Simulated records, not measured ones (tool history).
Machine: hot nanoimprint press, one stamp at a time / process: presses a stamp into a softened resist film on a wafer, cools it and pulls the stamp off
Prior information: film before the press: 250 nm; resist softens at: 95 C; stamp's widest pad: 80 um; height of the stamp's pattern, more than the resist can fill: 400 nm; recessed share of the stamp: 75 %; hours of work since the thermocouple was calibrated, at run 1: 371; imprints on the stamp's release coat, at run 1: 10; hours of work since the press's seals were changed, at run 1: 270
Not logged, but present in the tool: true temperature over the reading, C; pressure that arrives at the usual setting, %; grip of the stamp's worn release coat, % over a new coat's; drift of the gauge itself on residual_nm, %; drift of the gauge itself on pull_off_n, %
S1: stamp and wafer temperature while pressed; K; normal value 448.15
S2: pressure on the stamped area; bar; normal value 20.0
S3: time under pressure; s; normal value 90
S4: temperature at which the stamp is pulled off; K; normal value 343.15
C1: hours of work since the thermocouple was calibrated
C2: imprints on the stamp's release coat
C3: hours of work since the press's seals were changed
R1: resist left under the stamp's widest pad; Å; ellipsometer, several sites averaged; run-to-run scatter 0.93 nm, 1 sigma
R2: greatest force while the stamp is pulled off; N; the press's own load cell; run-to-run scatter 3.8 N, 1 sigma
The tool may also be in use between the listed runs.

{"run": 1, "day": 0.0, "S1": 448.15, "S2": 20.0, "S3": 90, "S4": 343.15, "C1": 371, "C2": 10, "C3": 270, "R1": 1253, "R2": 186}
{"run": 2, "day": 1.129, "S1": 439.15, "S2": 20.0, "S3": 90, "S4": 343.15, "C1": 385, "C2": 61, "C3": 284, "R1": 1634, "R2": 190}
{"run": 3, "day": 1.767, "S1": 439.15, "S2": 20.0, "S3": 90, "S4": 343.15, "C1": 393, "C2": 90, "C3": 292, "R1": 1628, "R2": 192}
{"run": 4, "day": 2.479, "S1": 439.15, "S2": 20.0, "S3": 90, "S4": 343.15, "C1": 403, "C2": 122, "C3": 301, "R1": 1611, "R2": 182}
{"run": 5, "day": 3.25, "S1": 439.15, "S2": 20.0, "S3": 90, "S4": 343.15, "C1": 412, "C2": 157, "C3": 311, "R1": 1616, "R2": 194}
{"run": 6, "day": 3.992, "S1": 439.15, "S2": 20.0, "S3": 90, "S4": 343.15, "C1": 422, "C2": 191, "C3": 321, "R1": 1634, "R2": 181}
{"run": 7, "day": 4.608, "S1": 439.15, "S2": 21.2, "S3": 90, "S4": 343.15, "C1": 430, "C2": 219, "C3": 329, "R1": 1576, "R2": 195}
{"run": 8, "day": 5.5, "S1": 439.15, "S2": 21.2, "S3": 90, "S4": 343.15, "C1": 441, "C2": 259, "C3": 340, "R1": 1597, "R2": 196}
{"run": 9, "day": 6.508, "S1": 448.15, "S2": 20.0, "S3": 90, "S4": 343.15, "C1": 454, "C2": 305, "C3": 353, "R1": 1248, "R2": 184}
{"day": 7.271, "done": "plate thermocouple calibrated"}
{"run": 10, "day": 7.446, "S1": 448.15, "S2": 20.0, "S3": 90, "S4": 343.15, "C1": 2, "C2": 341, "C3": 363, "R1": 1332, "R2": 192}
{"run": 11, "day": 8.275, "S1": 448.15, "S2": 20.0, "S3": 90, "S4": 343.15, "C1": 13, "C2": 379, "C3": 374, "R1": 1327, "R2": 199}
{"run": 12, "day": 9.15, "S1": 448.15, "S2": 20.0, "S3": 90, "S4": 343.15, "C1": 24, "C2": 418, "C3": 385, "R1": 1332, "R2": 199}
{"run": 13, "day": 9.796, "S1": 448.15, "S2": 20.0, "S3": 90, "S4": 343.15, "C1": 32, "C2": 448, "C3": 393, "R1": 1322, "R2": 199}
{"run": 14, "day": 10.596, "S1": 448.15, "S2": 20.0, "S3": 90, "S4": 344.15, "C1": 43, "C2": 484, "C3": 404, "R1": 1327, "R2": 204}
{"run": 15, "day": 11.204, "S1": 448.15, "S2": 20.0, "S3": 90, "S4": 337.15, "C1": 50, "C2": 511, "C3": 411, "R1": 1350, "R2": 208}
{"run": 16, "day": 11.833, "S1": 448.15, "S2": 20.0, "S3": 90, "S4": 343.15, "C1": 58, "C2": 540, "C3": 419, "R1": 1315, "R2": 207}
{"run": 17, "day": 12.462, "S1": 448.15, "S2": 20.0, "S3": 90, "S4": 343.15, "C1": 66, "C2": 568, "C3": 428, "R1": 1330, "R2": 204}
{"run": 18, "day": 13.721, "S1": 448.15, "S2": 20.0, "S3": 90, "S4": 343.15, "C1": 83, "C2": 625, "C3": 444, "R1": 1337, "R2": 203}
{"run": 19, "day": 14.358, "S1": 448.15, "S2": 20.0, "S3": 90, "S4": 343.15, "C1": 91, "C2": 654, "C3": 452, "R1": 1316, "R2": 211}
{"run": 20, "day": 15.462, "S1": 449.15, "S2": 20.0, "S3": 119, "S4": 342.15, "C1": 105, "C2": 704, "C3": 466, "R1": 1143, "R2": 215}
{"run": 21, "day": 16.458, "S1": 449.15, "S2": 20.0, "S3": 119, "S4": 342.15, "C1": 118, "C2": 749, "C3": 479, "R1": 1157, "R2": 216}
{"run": 22, "day": 17.925, "S1": 448.15, "S2": 20.0, "S3": 72, "S4": 343.15, "C1": 136, "C2": 816, "C3": 497, "R1": 1426, "R2": 212}
{"run": 23, "day": 19.429, "S1": 448.15, "S2": 20.0, "S3": 72, "S4": 343.15, "C1": 156, "C2": 884, "C3": 517, "R1": 1406, "R2": 212}
{"day": 20.15, "done": "stamp cleaned and given a new release coat"}
{"run": 24, "day": 20.708, "S1": 448.15, "S2": 20.0, "S3": 72, "S4": 343.15, "C1": 169, "C2": 25, "C3": 530, "R1": 1414, "R2": 189}
{"run": 25, "day": 21.875, "S1": 448.15, "S2": 20.0, "S3": 72, "S4": 343.15, "C1": 184, "C2": 78, "C3": 545, "R1": 1417, "R2": 184}
{"run": 26, "day": 23.288, "S1": 449.15, "S2": 30.9, "S3": 98, "S4": 343.15, "C1": 202, "C2": 142, "C3": 563, "R1": 1030, "R2": 193}
{"run": 27, "day": 23.925, "S1": 457.15, "S2": 22.5, "S3": 163, "S4": 343.15, "C1": 210, "C2": 171, "C3": 571, "R1": 740, "R2": 189}
{"run": 28, "day": 25.167, "S1": 457.15, "S2": 22.5, "S3": 163, "S4": 343.15, "C1": 226, "C2": 227, "C3": 587, "R1": 749, "R2": 194}
{"run": 29, "day": 26.162, "S1": 437.15, "S2": 20.0, "S3": 90, "S4": 343.15, "C1": 239, "C2": 272, "C3": 600, "R1": 1760, "R2": 191}
{"run": 30, "day": 27.329, "S1": 437.15, "S2": 31.5, "S3": 90, "S4": 343.15, "C1": 253, "C2": 325, "C3": 615, "R1": 1526, "R2": 194}
{"run": 31, "day": 28.138, "S1": 437.15, "S2": 16.0, "S3": 161, "S4": 339.15, "C1": 264, "C2": 361, "C3": 625, "R1": 1603, "R2": 195}

Entry by entry between the runs, the difference in hidden state between the last listed run before and the first listed run after:
Runs 9 to 10: plate thermocouple calibrated (day 7.271)
  true temperature over the reading, C: 2.03 -> -0.13; pressure that arrives at the usual setting, %: 97.78 -> 97.72; grip of the stamp's worn release coat, % over a new coat's: 5.4 -> 6
  what was measured, less what the result would be without the hidden state, R1: -65 -> +17 Å; R2: +7 -> +11 N
Runs 23 to 24: stamp cleaned and given a new release coat (day 20.150)
  true temperature over the reading, C: 0.49 -> 0.54; pressure that arrives at the usual setting, %: 96.77 -> 96.69; grip of the stamp's worn release coat, % over a new coat's: 15.8 -> 0.4
  what was measured, less what the result would be without the hidden state, R1: -2 -> -3 Å; R2: +28 -> +0 N
